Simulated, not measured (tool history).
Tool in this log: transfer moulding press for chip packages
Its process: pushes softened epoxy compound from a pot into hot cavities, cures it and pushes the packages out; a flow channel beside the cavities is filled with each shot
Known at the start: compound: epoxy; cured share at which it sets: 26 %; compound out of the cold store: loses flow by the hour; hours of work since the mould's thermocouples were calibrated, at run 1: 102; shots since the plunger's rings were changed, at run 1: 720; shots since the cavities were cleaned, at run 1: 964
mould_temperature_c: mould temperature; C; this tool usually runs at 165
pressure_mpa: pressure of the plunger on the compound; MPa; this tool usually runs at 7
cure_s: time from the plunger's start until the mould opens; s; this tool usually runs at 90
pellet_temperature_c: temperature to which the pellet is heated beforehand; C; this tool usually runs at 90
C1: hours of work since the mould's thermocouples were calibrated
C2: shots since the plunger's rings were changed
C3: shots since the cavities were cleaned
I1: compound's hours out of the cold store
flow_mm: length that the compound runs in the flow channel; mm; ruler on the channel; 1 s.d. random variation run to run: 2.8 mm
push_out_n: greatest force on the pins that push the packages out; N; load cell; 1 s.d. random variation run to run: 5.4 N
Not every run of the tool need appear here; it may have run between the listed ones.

run 1 hour=0 | mould_temperature_c=165 pressure_mpa=7 cure_s=90 pellet_temperature_c=90 | C1=102 C2=720 C3=964 | I1=11.9 | flow_mm=704 push_out_n=378
-- hour=2.9 cavities cleaned with cleaning compound and waxed
run 2 hour=22.5 | mould_temperature_c=165 pressure_mpa=8.11 cure_s=90 pellet_temperature_c=90 | C1=116 C2=994 C3=255 | I1=16.1 | flow_mm=735 push_out_n=392
run 3 hour=37 | mould_temperature_c=165 pressure_mpa=8.11 cure_s=90 pellet_temperature_c=90 | C1=125 C2=1181 C3=442 | I1=21.3 | flow_mm=708 push_out_n=407
run 4 hour=59.9 | mould_temperature_c=165 pressure_mpa=7 cure_s=115 pellet_temperature_c=90 | C1=139 C2=1480 C3=741 | I1=42.7 | flow_mm=586 push_out_n=380
-- hour=76.5 cavities cleaned with cleaning compound and waxed, once more
run 5 hour=78.7 | mould_temperature_c=165 pressure_mpa=7 cure_s=115 pellet_temperature_c=90 | C1=150 C2=1704 C3=29 | I1=35.8 | flow_mm=603 push_out_n=188
run 6 hour=99.6 | mould_temperature_c=165 pressure_mpa=7 cure_s=93 pellet_temperature_c=90 | C1=164 C2=1976 C3=301 | I1=47.8 | flow_mm=560 push_out_n=263
run 7 hour=122.5 | mould_temperature_c=165 pressure_mpa=7 cure_s=93 pellet_temperature_c=90 | C1=178 C2=2273 C3=598 | I1=33.5 | flow_mm=605 push_out_n=325
run 8 hour=135.1 | mould_temperature_c=165 pressure_mpa=7 cure_s=90 pellet_temperature_c=90 | C1=186 C2=2437 C3=762 | I1=37.8 | flow_mm=585 push_out_n=367
-- hour=152.8 cavities cleaned with cleaning compound and waxed
run 9 hour=155.7 | mould_temperature_c=165 pressure_mpa=7 cure_s=90 pellet_temperature_c=90 | C1=198 C2=2685 C3=38 | I1=31.5 | flow_mm=603 push_out_n=210
run 10 hour=173.4 | mould_temperature_c=165 pressure_mpa=7 cure_s=90 pellet_temperature_c=89 | C1=210 C2=2915 C3=268 | I1=41.6 | flow_mm=570 push_out_n=269
run 11 hour=186.7 | mould_temperature_c=165 pressure_mpa=7 cure_s=90 pellet_temperature_c=89 | C1=218 C2=3088 C3=441 | I1=43.3 | flow_mm=557 push_out_n=310
-- hour=191 plunger's sealing rings changed
run 12 hour=199.9 | mould_temperature_c=165 pressure_mpa=7 cure_s=90 pellet_temperature_c=89 | C1=225 C2=116 C3=580 | I1=40.7 | flow_mm=608 push_out_n=353
run 13 hour=218.7 | mould_temperature_c=165 pressure_mpa=7 cure_s=90 pellet_temperature_c=89 | C1=237 C2=361 C3=825 | I1=31.2 | flow_mm=637 push_out_n=372
-- hour=232.1 cavities cleaned with cleaning compound and waxed
run 14 hour=236.4 | mould_temperature_c=165 pressure_mpa=7 cure_s=90 pellet_temperature_c=89 | C1=247 C2=571 C3=57 | I1=34 | flow_mm=621 push_out_n=226
run 15 hour=246.8 | mould_temperature_c=165 pressure_mpa=6.02 cure_s=93 pellet_temperature_c=89 | C1=254 C2=706 C3=192 | I1=35.5 | flow_mm=568 push_out_n=264
run 16 hour=267.7 | mould_temperature_c=165 pressure_mpa=6.02 cure_s=93 pellet_temperature_c=89 | C1=267 C2=977 C3=463 | I1=23.9 | flow_mm=606 push_out_n=322
run 17 hour=285.2 | mould_temperature_c=167 pressure_mpa=6.07 cure_s=114 pellet_temperature_c=90 | C1=278 C2=1205 C3=691 | I1=9.7 | flow_mm=648 push_out_n=308
run 18 hour=297.2 | mould_temperature_c=166 pressure_mpa=7.46 cure_s=126 pellet_temperature_c=88 | C1=286 C2=1361 C3=847 | I1=9.9 | flow_mm=726 push_out_n=314
-- hour=308.7 cavities cleaned with cleaning compound and waxed
run 19 hour=313.7 | mould_temperature_c=165 pressure_mpa=8.58 cure_s=90 pellet_temperature_c=90 | C1=295 C2=1556 C3=65 | I1=35 | flow_mm=674 push_out_n=213
run 20 hour=325.1 | mould_temperature_c=172 pressure_mpa=7 cure_s=90 pellet_temperature_c=94 | C1=302 C2=1704 C3=213 | I1=30.3 | flow_mm=601 push_out_n=233
run 21 hour=337.8 | mould_temperature_c=165 pressure_mpa=7 cure_s=90 pellet_temperature_c=88 | C1=310 C2=1870 C3=379 | I1=46.8 | flow_mm=564 push_out_n=290
run 22 hour=348 | mould_temperature_c=161 pressure_mpa=7.67 cure_s=79 pellet_temperature_c=89 | C1=317 C2=2001 C3=510 | I1=44.5 | flow_mm=609 push_out_n=475
run 23 hour=363.3 | mould_temperature_c=161 pressure_mpa=7.67 cure_s=79 pellet_temperature_c=89 | C1=327 C2=2200 C3=709 | I1=33.9 | flow_mm=645 push_out_n=544
run 24 hour=383.1 | mould_temperature_c=161 pressure_mpa=5.24 cure_s=79 pellet_temperature_c=84 | C1=339 C2=2457 C3=966 | I1=8.3 | flow_mm=612 push_out_n=643
-- hour=386.3 cavities cleaned with cleaning compound and waxed
run 25 hour=394.9 | mould_temperature_c=165 pressure_mpa=6.52 cure_s=101 pellet_temperature_c=89 | C1=346 C2=2591 C3=111 | I1=47.1 | flow_mm=537 push_out_n=203
run 26 hour=409.1 | mould_temperature_c=160 pressure_mpa=6.35 cure_s=101 pellet_temperature_c=89 | C1=355 C2=2776 C3=296 | I1=40.8 | flow_mm=556 push_out_n=301
run 27 hour=429.4 | mould_temperature_c=160 pressure_mpa=6.35 cure_s=101 pellet_temperature_c=89 | C1=368 C2=3040 C3=560 | I1=18.5 | flow_mm=630 push_out_n=381
-- hour=436.7 plunger's sealing rings changed
run 28 hour=448 | mould_temperature_c=168 pressure_mpa=6.35 cure_s=101 pellet_temperature_c=96 | C1=378 C2=148 C3=770 | I1=11.3 | flow_mm=669 push_out_n=321

Subtracting, for every run, the result it would have given without the tool's unlogged condition from the measured result gives the following. The same run-to-run variation enters both numbers; the gauge's scatter may not:
The tool's hidden condition here consists of: true mould temperature over the reading, C; pressure that reaches the compound, % of what is set; grip of the stained cavities, % over clean ones'; drift of the gauge itself on flow_mm, %; drift of the gauge itself on push_out_n, %.
run=1 flow_mm=-9 push_out_n=+192
run=2 flow_mm=-14 push_out_n=+214
run=3 flow_mm=-15 push_out_n=+218
run=4 flow_mm=-16 push_out_n=+201
run=5 flow_mm=-20 push_out_n=+13
run=6 flow_mm=-22 push_out_n=+94
run=7 flow_mm=-28 push_out_n=+150
run=8 flow_mm=-29 push_out_n=+177
run=9 flow_mm=-33 push_out_n=+23
run=10 flow_mm=-35 push_out_n=+94
run=11 flow_mm=-36 push_out_n=+132
run=12 flow_mm=+0 push_out_n=+162
run=13 flow_mm=-4 push_out_n=+185
run=14 flow_mm=-6 push_out_n=+33
run=15 flow_mm=-7 push_out_n=+76
run=16 flow_mm=-11 push_out_n=+137
run=17 flow_mm=-15 push_out_n=+145
run=18 flow_mm=-19 push_out_n=+156
run=19 flow_mm=-20 push_out_n=+30
run=20 flow_mm=-20 push_out_n=+66
run=21 flow_mm=-21 push_out_n=+114
run=22 flow_mm=-24 push_out_n=+214
run=23 flow_mm=-28 push_out_n=+269
run=24 flow_mm=-30 push_out_n=+344
run=25 flow_mm=-28 push_out_n=+43
run=26 flow_mm=-32 push_out_n=+113
run=27 flow_mm=-39 push_out_n=+174
run=28 flow_mm=+1 push_out_n=+155
